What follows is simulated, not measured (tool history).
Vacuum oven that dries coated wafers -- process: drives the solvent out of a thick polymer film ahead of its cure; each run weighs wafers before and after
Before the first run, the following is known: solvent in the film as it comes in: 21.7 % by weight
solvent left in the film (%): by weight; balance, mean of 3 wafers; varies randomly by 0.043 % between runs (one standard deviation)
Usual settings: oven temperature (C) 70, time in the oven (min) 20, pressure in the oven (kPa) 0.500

run    hour  oven temperature (C)  time in the oven (min)  pressure in the oven (kPa)  solvent left in the film (%)
  1     0.0                    70                      20                       0.500                          1.87
  2    21.4                    70                      20                       0.500                          1.85
  3    43.3                    70                      20                       0.500                          1.82
  4    85.2                    70                      19                       0.500                          1.92
  5   131.4                    70                      20                       0.500                          1.85
  6   173.4                    70                      20                       0.500                          1.77
  7   205.1                    70                      20                       0.500                          1.88
  8   255.4                    70                      20                       0.500                          1.89
  9   295.1                    70                      20                       0.500                          1.84
 10   342.6                    70                      20                       0.500                          1.83
 11   365.8                    70                      20                       0.500                          1.87
 12   404.1                    70                      20                       0.500                          1.92
 13   445.1                    70                      20                       0.500                          1.81
 14   492.9                    70                      20                       0.500                          1.84
 15   521.7                    70                      20                       0.500                          1.84
 16   552.7                    70                      20                       0.500                          1.85
 17   593.7                    70                      20                       0.500                          1.91
 18   622.1                    70                      20                       0.500                          1.82
 19   654.2                    70                      19                       0.389                          1.89
 20   688.2                    61                      19                       0.845                          6.55
 21   734.5                    70                      16                       1.972                          4.28
 22   770.0                    77                      20                       0.500                          0.70
      776.1  -- vacuum gauge cleaned of residue and calibrated
 23   814.4                    69                      20                       1.140                          3.08
 24   837.1                    57                      14                       0.986                         10.86
 25   877.1                    57                      14                       0.986                         10.93
 26   910.9                    57                      14                       0.986                         10.61
 27   935.6                    57                      14                       0.986                         10.94
 28   980.7                    70                      20                       0.288                          1.88
 29  1029.5                    77                      10                       0.473                          2.10
     1050.5  -- vacuum gauge cleaned of residue and calibrated, once more
 30  1073.4                    73                      24                       0.470                          0.76
 31  1118.1                    75                      12                       0.332                          1.63
     1137.7  -- oven's thermocouples calibrated
 32  1162.0                    75                      12                       0.332                          1.65
 33  1207.9                    76                      20                       1.476                          1.56
 34  1246.3                    58                      20                       0.500                          7.00
 35  1293.1                    58                      20                       0.500                          7.16
 36  1323.3                    58                      20                       0.500                          7.08

A few steps of solvent left in the film (%) between consecutive runs. Split each: what settings, incoming material and random variation would produce without the hidden state, and what is left over for the hidden state, along with gauge scatter present in only one of the two compared results (measured, and without hidden state):
Unlogged tool condition in this case: true wafer temperature over the reading, C; true pressure over the reading, kPa; drift of the gauge itself on solvent_pct, %.
Run 22 -> 23: oven temperature (C) 77 -> 69, pressure in the oven (kPa) 0.500 -> 1.140, vacuum gauge cleaned of residue and calibrated. solvent left in the film (%) +2.38: hidden state +0.29, all else +2.09.
Run 23 -> 24: oven temperature (C) 69 -> 57, time in the oven (min) 20 -> 14, pressure in the oven (kPa) 1.140 -> 0.986. solvent left in the film (%) +7.78: hidden state +0.06, all else +7.72.
Run 27 -> 28: oven temperature (C) 57 -> 70, time in the oven (min) 14 -> 20, pressure in the oven (kPa) 0.986 -> 0.288. solvent left in the film (%) -9.06: hidden state -0.08, all else -8.98.
Run 29 -> 30: oven temperature (C) 77 -> 73, time in the oven (min) 10 -> 24, pressure in the oven (kPa) 0.473 -> 0.470, vacuum gauge cleaned of residue and calibrated, once more. solvent left in the film (%) -1.34: hidden state -0.40, all else -0.94.
Run 33 -> 34: oven temperature (C) 76 -> 58, pressure in the oven (kPa) 1.476 -> 0.500. solvent left in the film (%) +5.44: hidden state +0.14, all else +5.30.
